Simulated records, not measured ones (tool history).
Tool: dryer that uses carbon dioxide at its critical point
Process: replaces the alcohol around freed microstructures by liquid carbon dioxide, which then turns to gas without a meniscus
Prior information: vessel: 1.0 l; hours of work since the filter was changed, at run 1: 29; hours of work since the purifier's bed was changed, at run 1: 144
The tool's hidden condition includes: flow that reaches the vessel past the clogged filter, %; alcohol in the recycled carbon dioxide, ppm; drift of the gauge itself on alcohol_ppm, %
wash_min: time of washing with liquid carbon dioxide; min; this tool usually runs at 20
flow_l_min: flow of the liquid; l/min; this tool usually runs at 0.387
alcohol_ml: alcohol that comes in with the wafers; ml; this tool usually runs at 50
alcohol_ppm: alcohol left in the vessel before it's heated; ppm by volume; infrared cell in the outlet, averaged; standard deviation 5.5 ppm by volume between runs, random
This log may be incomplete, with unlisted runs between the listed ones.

| run | hour | wash_min | flow_l_min | alcohol_ml | hours of work since the filter was changed | hours of work since the purifier's bed was changed | alcohol_ppm |
|---|---|---|---|---|---|---|---|
| 1 | 0.0 | 20 | 0.387 | 50 | 29 | 144 | 184 |
| 2 | 12.2 | 20 | 0.387 | 50 | 33 | 148 | 186 |
| 3 | 22.9 | 20 | 0.387 | 50 | 36 | 151 | 206 |
| 4 | 40.8 | 18 | 0.387 | 50 | 42 | 157 | 317 |
| 5 | 55.0 | 20 | 0.387 | 60 | 46 | 161 | 224 |
| 6 | 66.9 | 20 | 0.387 | 73 | 50 | 165 | 265 |
| 7 | 80.2 | 20 | 0.387 | 73 | 54 | 169 | 269 |
| 8 | 97.6 | 20 | 0.387 | 73 | 60 | 175 | 279 |
| 9 | 111.2 | 20 | 0.387 | 73 | 64 | 179 | 290 |
| 10 | 131.4 | 20 | 0.387 | 73 | 70 | 186 | 280 |
| 11 | 151.2 | 20 | 0.387 | 50 | 77 | 192 | 217 |
| 12 | 164.3 | 20 | 0.387 | 50 | 81 | 196 | 217 |
| 13 | 184.9 | 20 | 0.387 | 50 | 87 | 203 | 221 |
| 14 | 197.2 | 20 | 0.387 | 44 | 91 | 206 | 203 |
| 15 | 215.8 | 22 | 0.387 | 50 | 97 | 212 | 142 |
| 16 | 227.8 | 22 | 0.387 | 50 | 101 | 216 | 149 |
| 17 | 246.9 | 22 | 0.387 | 50 | 107 | 222 | 141 |
| 18 | 259.0 | 22 | 0.387 | 50 | 111 | 226 | 137 |
| 19 | 275.8 | 20 | 0.387 | 50 | 116 | 231 | 216 |
| 20 | 295.0 | 20 | 0.387 | 50 | 122 | 237 | 224 |
| 21 | 309.7 | 20 | 0.387 | 50 | 127 | 242 | 222 |
| 22 | 328.0 | 20 | 0.387 | 50 | 133 | 248 | 230 |
| 23 | 341.6 | 20 | 0.387 | 50 | 137 | 252 | 228 |
| 24 | 354.6 | 20 | 0.387 | 50 | 141 | 256 | 233 |
| 25 | 375.3 | 18 | 0.387 | 50 | 148 | 263 | 377 |
| 26 | 388.4 | 17 | 0.387 | 26 | 152 | 267 | 281 |
| 27 | 404.3 | 22 | 0.282 | 73 | 157 | 272 | 962 |
| 28 | 415.2 | 17 | 0.515 | 69 | 161 | 276 | 172 |
| 29 | 426.3 | 17 | 0.515 | 69 | 164 | 279 | 166 |
| 30 | 440.9 | 20 | 0.550 | 86 | 169 | 284 | 81 |
| 31 | 451.4 | 20 | 0.550 | 86 | 172 | 287 | 87 |
| 32 | 472.0 | 17 | 0.550 | 95 | 179 | 294 | 159 |
| 33 | 483.7 | 29 | 0.234 | 30 | 182 | 297 | 345 |
| 34 | 499.9 | 20 | 0.387 | 26 | 187 | 303 | 168 |
| 35 | 518.2 | 20 | 0.387 | 29 | 193 | 308 | 184 |
| 36 | 536.0 | 20 | 0.387 | 29 | 199 | 314 | 178 |
| 37 | 547.6 | 21 | 0.284 | 72 | 203 | 318 | 1204 |
| 38 | 565.4 | 21 | 0.284 | 72 | 208 | 323 | 1227 |
| 39 | 586.0 | 23 | 0.257 | 50 | 215 | 330 | 886 |
| 40 | 597.0 | 14 | 0.387 | 27 | 218 | 333 | 652 |
| 41 | 617.1 | 14 | 0.387 | 30 | 225 | 340 | 730 |
| 42 | 632.2 | 31 | 0.519 | 50 | 229 | 345 | 67 |
| 43 | 641.0 | 26 | 0.250 | 50 | 232 | 347 | 638 |

Branching from run 43: 3 alternative next runs. What would each branch give?
| A | 654.2 | 20 | 0.510 | 100 | 236 | 352 | ? |
| B | 654.2 | 20 | 0.387 | 86 | 236 | 352 | ? |
| C | 654.2 | 28 | 0.288 | 103 | 236 | 352 | ? |

| run | alcohol_ppm |
|---|---|
| A | 139 |
| B | 440 |
| C | 457 |
With no hidden state in the tool, these same runs would have given:
| run | alcohol_ppm |
|---|---|
| A | 49 |
| B | 265 |
| C | 278 |
